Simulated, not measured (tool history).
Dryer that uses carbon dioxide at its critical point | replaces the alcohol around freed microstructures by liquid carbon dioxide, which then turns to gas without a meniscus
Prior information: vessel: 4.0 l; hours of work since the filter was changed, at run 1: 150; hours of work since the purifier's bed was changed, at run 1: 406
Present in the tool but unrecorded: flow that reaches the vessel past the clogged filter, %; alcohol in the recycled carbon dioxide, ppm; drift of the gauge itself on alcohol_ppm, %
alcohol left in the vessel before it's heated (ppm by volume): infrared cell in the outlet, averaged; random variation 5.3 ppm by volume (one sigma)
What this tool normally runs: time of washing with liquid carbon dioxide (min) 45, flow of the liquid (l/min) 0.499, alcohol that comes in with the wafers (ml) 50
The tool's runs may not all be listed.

run   hour  time of washing with liquid carbon dioxide (min)  flow of the liquid (l/min)  alcohol that comes in with the wafers (ml)  hours of work since the filter was changed  hours of work since the purifier's bed was changed  alcohol left in the vessel before it's heated (ppm by volume)
  1    0.0                                                45                       0.499                                          50                                         150                                                 406                                                            365
  2   18.4                                                45                       0.499                                          50                                         159                                                 415                                                            363
      45.1  -- inlet filter changed
  3   45.1                                                45                       0.499                                          50                                           0                                                 427                                                            229
  4   65.1                                                45                       0.499                                          50                                          10                                                 437                                                            253
  5   88.1                                                45                       0.456                                          50                                          21                                                 449                                                            315
  6  107.7                                                45                       0.560                                          50                                          31                                                 458                                                            200
  7  119.2                                                45                       0.560                                          50                                          36                                                 464                                                            204
  8  132.1                                                62                       0.499                                          50                                          43                                                 470                                                            161
  9  154.0                                                62                       0.459                                          50                                          54                                                 481                                                            180
 10  169.3                                                62                       0.459                                          50                                          61                                                 489                                                            186
 11  187.3                                                62                       0.459                                          50                                          70                                                 497                                                            190
 12  201.4                                                62                       0.459                                          50                                          77                                                 504                                                            181
 13  218.1                                                45                       0.499                                          50                                          85                                                 513                                                            322
 14  242.2                                                45                       0.499                                          50                                          97                                                 524                                                            343
 15  264.0                                                45                       0.499                                          50                                         108                                                 535                                                            362
 16  284.3                                                64                       0.499                                          50                                         118                                                 545                                                            180
 17  296.4                                                64                       0.499                                          50                                         124                                                 551                                                            179
 18  320.7                                                45                       0.499                                          50                                         136                                                 563                                                            394
 19  338.5                                                45                       0.499                                          50                                         144                                                 572                                                            391
 20  355.8                                                45                       0.499                                          50                                         153                                                 580                                                            409
 21  379.5                                                58                       0.499                                          36                                         165                                                 592                                                            218
     394.9  -- inlet filter changed
 22  396.1                                                49                       0.524                                          36                                           1                                                 600                                                            212
 23  421.8                                                45                       0.499                                          60                                          13                                                 612                                                            317
 24  436.5                                                45                       0.499                                          60                                          20                                                 620                                                            331
 25  448.9                                                45                       0.499                                          60                                          27                                                 626                                                            331
 26  460.4                                                56                       0.340                                          26                                          32                                                 631                                                            313
 27  480.3                                                56                       0.340                                          26                                          42                                                 641                                                            311
 28  499.9                                                56                       0.322                                          80                                          52                                                 651                                                            742
 29  513.9                                                45                       0.538                                          50                                          59                                                 658                                                            302
 30  539.0                                                34                       0.370                                          43                                          71                                                 670                                                           1146
 31  564.8                                                40                       0.370                                          27                                          84                                                 683                                                            586
 32  579.8                                                65                       0.613                                          50                                          91                                                 690                                                            204
 33  597.4                                                45                       0.847                                          50                                         100                                                 699                                                            192
 34  620.2                                                68                       0.593                                          24                                         111                                                 710                                                            175
 35  638.2                                                29                       0.499                                         108                                         120                                                 719                                                           2201
 36  655.3                                                29                       0.499                                         108                                         128                                                 727                                                           2288
 37  668.7                                                29                       0.499                                         108                                         135                                                 734                                                           2257
 38  692.8                                                62                       0.499                                         108                                         147                                                 746                                                            301
 39  715.8                                                40                       0.405                                          63                                         158                                                 757                                                           1143

The same runs without the tool's hidden state, with the same run-to-run variation:
run  alcohol left in the vessel before it's heated (ppm by volume)
  1                                                            130
  2                                                            118
  3                                                            118
  4                                                            128
  5                                                            180
  6                                                             68
  7                                                             69
  8                                                             30
  9                                                             40
 10                                                             43
 11                                                             42
 12                                                             28
 13                                                            129
 14                                                            128
 15                                                            139
 16                                                             17
 17                                                             16
 18                                                            130
 19                                                            125
 20                                                            122
 21                                                             21
 22                                                             52
 23                                                            145
 24                                                            154
 25                                                            150
 26                                                            132
 27                                                            123
 28                                                            471
 29                                                             98
 30                                                            803
 31                                                            316
 32                                                             17
 33                                                              7
 34                                                              0
 35                                                           1375
 36                                                           1398
 37                                                           1348
 38                                                             38
 39                                                            544
